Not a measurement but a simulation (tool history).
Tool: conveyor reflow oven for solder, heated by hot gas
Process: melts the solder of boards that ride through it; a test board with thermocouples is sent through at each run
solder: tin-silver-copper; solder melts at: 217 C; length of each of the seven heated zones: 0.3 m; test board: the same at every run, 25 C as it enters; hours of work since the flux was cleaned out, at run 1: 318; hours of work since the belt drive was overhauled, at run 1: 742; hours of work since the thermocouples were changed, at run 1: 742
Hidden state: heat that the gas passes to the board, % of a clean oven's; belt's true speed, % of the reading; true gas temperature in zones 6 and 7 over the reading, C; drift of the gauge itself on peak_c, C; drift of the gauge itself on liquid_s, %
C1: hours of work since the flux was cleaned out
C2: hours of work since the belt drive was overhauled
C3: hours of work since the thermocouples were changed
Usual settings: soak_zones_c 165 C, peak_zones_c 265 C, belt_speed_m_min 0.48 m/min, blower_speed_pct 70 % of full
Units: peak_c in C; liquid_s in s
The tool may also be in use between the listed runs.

run 1 hour=0 | soak_zones_c=165 peak_zones_c=265 belt_speed_m_min=0.48 blower_speed_pct=70 | C1=318 C2=742 C3=742 | peak_c=250.6 liquid_s=54.3
run 2 hour=64.4 | soak_zones_c=165 peak_zones_c=265 belt_speed_m_min=0.48 blower_speed_pct=70 | C1=364 C2=788 C3=788 | peak_c=250 liquid_s=54
-- hour=119.4 flux residue cleaned out of gas plates and filters
run 3 hour=119.4 | soak_zones_c=165 peak_zones_c=265 belt_speed_m_min=0.461 blower_speed_pct=70 | C1=0 C2=823 C3=823 | peak_c=252.5 liquid_s=59
run 4 hour=149.8 | soak_zones_c=179 peak_zones_c=265 belt_speed_m_min=0.48 blower_speed_pct=70 | C1=22 C2=845 C3=845 | peak_c=253.4 liquid_s=61.4
-- hour=200.5 thermocouples of zones 6 and 7 changed
run 5 hour=216.2 | soak_zones_c=165 peak_zones_c=265 belt_speed_m_min=0.43 blower_speed_pct=70 | C1=67 C2=891 C3=11 | peak_c=255.7 liquid_s=66.6
run 6 hour=263 | soak_zones_c=165 peak_zones_c=265 belt_speed_m_min=0.43 blower_speed_pct=70 | C1=100 C2=924 C3=44 | peak_c=255.5 liquid_s=66
run 7 hour=328.1 | soak_zones_c=165 peak_zones_c=265 belt_speed_m_min=0.43 blower_speed_pct=70 | C1=147 C2=970 C3=90 | peak_c=255.9 liquid_s=66.2
run 8 hour=362.9 | soak_zones_c=155 peak_zones_c=265 belt_speed_m_min=0.48 blower_speed_pct=70 | C1=171 C2=995 C3=115 | peak_c=251.5 liquid_s=52.5
run 9 hour=398.6 | soak_zones_c=155 peak_zones_c=265 belt_speed_m_min=0.48 blower_speed_pct=70 | C1=197 C2=1020 C3=140 | peak_c=251.3 liquid_s=52.5
run 10 hour=460.2 | soak_zones_c=155 peak_zones_c=265 belt_speed_m_min=0.48 blower_speed_pct=70 | C1=240 C2=1064 C3=184 | peak_c=251.1 liquid_s=52.3
run 11 hour=504.8 | soak_zones_c=155 peak_zones_c=265 belt_speed_m_min=0.48 blower_speed_pct=70 | C1=272 C2=1095 C3=216 | peak_c=250.3 liquid_s=51.8
run 12 hour=566.3 | soak_zones_c=155 peak_zones_c=265 belt_speed_m_min=0.48 blower_speed_pct=70 | C1=315 C2=1139 C3=259 | peak_c=250.1 liquid_s=52
run 13 hour=619.4 | soak_zones_c=155 peak_zones_c=265 belt_speed_m_min=0.535 blower_speed_pct=70 | C1=353 C2=1176 C3=297 | peak_c=246.7 liquid_s=42.7
run 14 hour=673 | soak_zones_c=165 peak_zones_c=265 belt_speed_m_min=0.413 blower_speed_pct=70 | C1=391 C2=1214 C3=335 | peak_c=255.2 liquid_s=69.1
-- hour=692.8 flux residue cleaned out of gas plates and filters
run 15 hour=716.1 | soak_zones_c=165 peak_zones_c=265 belt_speed_m_min=0.413 blower_speed_pct=70 | C1=16 C2=1241 C3=362 | peak_c=256.5 liquid_s=69.8
run 16 hour=749 | soak_zones_c=174 peak_zones_c=273 belt_speed_m_min=0.444 blower_speed_pct=59 | C1=40 C2=1265 C3=385 | peak_c=261.8 liquid_s=70.5
run 17 hour=800.2 | soak_zones_c=170 peak_zones_c=261 belt_speed_m_min=0.5 blower_speed_pct=59 | C1=76 C2=1301 C3=422 | peak_c=247 liquid_s=51.1
run 18 hour=833.6 | soak_zones_c=170 peak_zones_c=261 belt_speed_m_min=0.5 blower_speed_pct=59 | C1=100 C2=1325 C3=445 | peak_c=246.5 liquid_s=51
run 19 hour=887.6 | soak_zones_c=165 peak_zones_c=264 belt_speed_m_min=0.48 blower_speed_pct=67 | C1=138 C2=1363 C3=484 | peak_c=251.3 liquid_s=55.7
run 20 hour=950.9 | soak_zones_c=173 peak_zones_c=264 belt_speed_m_min=0.48 blower_speed_pct=65 | C1=183 C2=1408 C3=528 | peak_c=251.7 liquid_s=58.3
run 21 hour=990.1 | soak_zones_c=173 peak_zones_c=264 belt_speed_m_min=0.48 blower_speed_pct=65 | C1=211 C2=1436 C3=556 | peak_c=250.8 liquid_s=58.1
run 22 hour=1054.9 | soak_zones_c=176 peak_zones_c=264 belt_speed_m_min=0.48 blower_speed_pct=63 | C1=257 C2=1482 C3=602 | peak_c=251.2 liquid_s=59.2
run 23 hour=1082.2 | soak_zones_c=166 peak_zones_c=265 belt_speed_m_min=0.511 blower_speed_pct=70 | C1=276 C2=1501 C3=621 | peak_c=250 liquid_s=51.1
run 24 hour=1114.4 | soak_zones_c=156 peak_zones_c=265 belt_speed_m_min=0.511 blower_speed_pct=69 | C1=299 C2=1524 C3=644 | peak_c=248 liquid_s=47.1
run 25 hour=1180.3 | soak_zones_c=177 peak_zones_c=272 belt_speed_m_min=0.556 blower_speed_pct=69 | C1=345 C2=1570 C3=691 | peak_c=254.7 liquid_s=52.8
run 26 hour=1214.4 | soak_zones_c=165 peak_zones_c=272 belt_speed_m_min=0.533 blower_speed_pct=69 | C1=370 C2=1595 C3=715 | peak_c=253.2 liquid_s=50.9
run 27 hour=1250.8 | soak_zones_c=169 peak_zones_c=280 belt_speed_m_min=0.399 blower_speed_pct=69 | C1=396 C2=1620 C3=741 | peak_c=269.6 liquid_s=82.3
-- hour=1260.8 flux residue cleaned out of gas plates and filters
run 28 hour=1321.2 | soak_zones_c=165 peak_zones_c=265 belt_speed_m_min=0.461 blower_speed_pct=70 | C1=43 C2=1667 C3=787 | peak_c=252.6 liquid_s=60
run 29 hour=1384.4 | soak_zones_c=165 peak_zones_c=265 belt_speed_m_min=0.565 blower_speed_pct=87 | C1=88 C2=1712 C3=832 | peak_c=249 liquid_s=45.5

Some steps in peak_c between neighbouring runs. How much of each would the tool show without its hidden state too (settings, what came in, random variation), and how much is left for the hidden state, with any gauge scatter that isn't in both results?
Run 2 -> 3: belt_speed_m_min 0.48 -> 0.461, flux residue cleaned out of gas plates and filters. peak_c +2.5 C: hidden state +1.3, all else +1.2.
Run 4 -> 5: soak_zones_c 179 -> 165, belt_speed_m_min 0.48 -> 0.43, thermocouples of zones 6 and 7 changed. peak_c +2.3 C: hidden state +1.8, all else +0.5.
Run 26 -> 27: soak_zones_c 165 -> 169, peak_zones_c 272 -> 280, belt_speed_m_min 0.533 -> 0.399. peak_c +16.4 C: hidden state -0.1, all else +16.5.
Run 27 -> 28: soak_zones_c 169 -> 165, peak_zones_c 280 -> 265, belt_speed_m_min 0.399 -> 0.461, blower_speed_pct 69 -> 70, flux residue cleaned out of gas plates and filters. peak_c -17 C: hidden state +1, all else -18.

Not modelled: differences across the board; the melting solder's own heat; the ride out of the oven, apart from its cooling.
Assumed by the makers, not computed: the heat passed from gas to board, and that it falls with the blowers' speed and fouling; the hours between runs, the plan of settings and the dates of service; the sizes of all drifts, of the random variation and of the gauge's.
